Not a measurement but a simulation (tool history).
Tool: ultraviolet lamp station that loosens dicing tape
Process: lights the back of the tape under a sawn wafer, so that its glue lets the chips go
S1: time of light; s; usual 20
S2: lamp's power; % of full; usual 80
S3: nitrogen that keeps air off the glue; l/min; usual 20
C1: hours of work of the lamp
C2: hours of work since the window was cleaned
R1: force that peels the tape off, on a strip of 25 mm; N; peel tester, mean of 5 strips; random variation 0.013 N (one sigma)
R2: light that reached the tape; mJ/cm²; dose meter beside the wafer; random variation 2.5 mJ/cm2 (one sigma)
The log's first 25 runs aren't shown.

{"run": 26, "hour": 1218.7, "S1": 34, "S2": 80, "S3": 8, "C1": 1376, "C2": 404, "R1": 1.195, "R2": 308}
{"run": 27, "hour": 1262.5, "S1": 13, "S2": 63, "S3": 21, "C1": 1396, "C2": 425, "R1": 3.771, "R2": 92}
{"run": 28, "hour": 1309.8, "S1": 13, "S2": 63, "S3": 21, "C1": 1419, "C2": 447, "R1": 3.849, "R2": 90}
{"run": 29, "hour": 1350.1, "S1": 12, "S2": 64, "S3": 8, "C1": 1438, "C2": 467, "R1": 5.514, "R2": 85}
{"run": 30, "hour": 1410.7, "S1": 23, "S2": 63, "S3": 20, "C1": 1467, "C2": 496, "R1": 2.087, "R2": 154}
{"run": 31, "hour": 1446.0, "S1": 12, "S2": 94, "S3": 17, "C1": 1484, "C2": 512, "R1": 3.161, "R2": 118}
{"run": 32, "hour": 1498.5, "S1": 22, "S2": 90, "S3": 6, "C1": 1509, "C2": 537, "R1": 2.616, "R2": 209}
{"run": 33, "hour": 1571.6, "S1": 36, "S2": 65, "S3": 12, "C1": 1543, "C2": 572, "R1": 1.367, "R2": 237}
{"run": 34, "hour": 1612.1, "S1": 36, "S2": 65, "S3": 12, "C1": 1563, "C2": 591, "R1": 1.449, "R2": 229}
{"run": 35, "hour": 1653.7, "S1": 22, "S2": 86, "S3": 37, "C1": 1583, "C2": 611, "R1": 1.066, "R2": 190}
{"run": 36, "hour": 1705.1, "S1": 20, "S2": 76, "S3": 14, "C1": 1607, "C2": 636, "R1": 2.688, "R2": 148}
{"hour": 1736.2, "done": "window cleaned of glue's vapour"}
{"run": 37, "hour": 1764.0, "S1": 14, "S2": 90, "S3": 12, "C1": 1635, "C2": 13, "R1": 3.021, "R2": 142}
{"hour": 1824.1, "done": "lamp changed"}
{"run": 38, "hour": 1824.1, "S1": 14, "S2": 63, "S3": 23, "C1": 0, "C2": 41, "R1": 1.85, "R2": 163}
{"run": 39, "hour": 1885.1, "S1": 13, "S2": 91, "S3": 20, "C1": 29, "C2": 70, "R1": 1.222, "R2": 212}
{"run": 40, "hour": 1950.5, "S1": 13, "S2": 80, "S3": 19, "C1": 60, "C2": 102, "R1": 1.592, "R2": 189}
{"run": 41, "hour": 1998.2, "S1": 15, "S2": 79, "S3": 19, "C1": 83, "C2": 124, "R1": 1.3, "R2": 210}
{"run": 42, "hour": 2067.4, "S1": 15, "S2": 79, "S3": 28, "C1": 116, "C2": 157, "R1": 1.029, "R2": 204}

Forecast each of these 5 alternatives for the next run:
{"run": "A", "hour": 2110.9, "S1": 36, "S2": 79, "S3": 28, "C1": 136, "C2": 178, "R1": "?", "R2": "?"}
{"run": "B", "hour": 2110.9, "S1": 15, "S2": 79, "S3": 28, "C1": 136, "C2": 178, "R1": "?", "R2": "?"}
{"run": "C", "hour": 2110.9, "S1": 15, "S2": 74, "S3": 8, "C1": 136, "C2": 178, "R1": "?", "R2": "?"}
{"run": "D", "hour": 2110.9, "S1": 15, "S2": 75, "S3": 28, "C1": 136, "C2": 178, "R1": "?", "R2": "?"}
{"run": "E", "hour": 2110.9, "S1": 12, "S2": 69, "S3": 10, "C1": 136, "C2": 178, "R1": "?", "R2": "?"}

run=A R1=0.259 R2=488
run=B R1=1.056 R2=200
run=C R1=2.547 R2=188
run=D R1=1.188 R2=194
run=E R1=3.179 R2=141
Without the tool's hidden state the same runs would have given:
run=A R1=0.245 R2=548
run=B R1=0.836 R2=225
run=C R1=2.171 R2=211
run=D R1=0.946 R2=217
run=E R1=2.779 R2=159
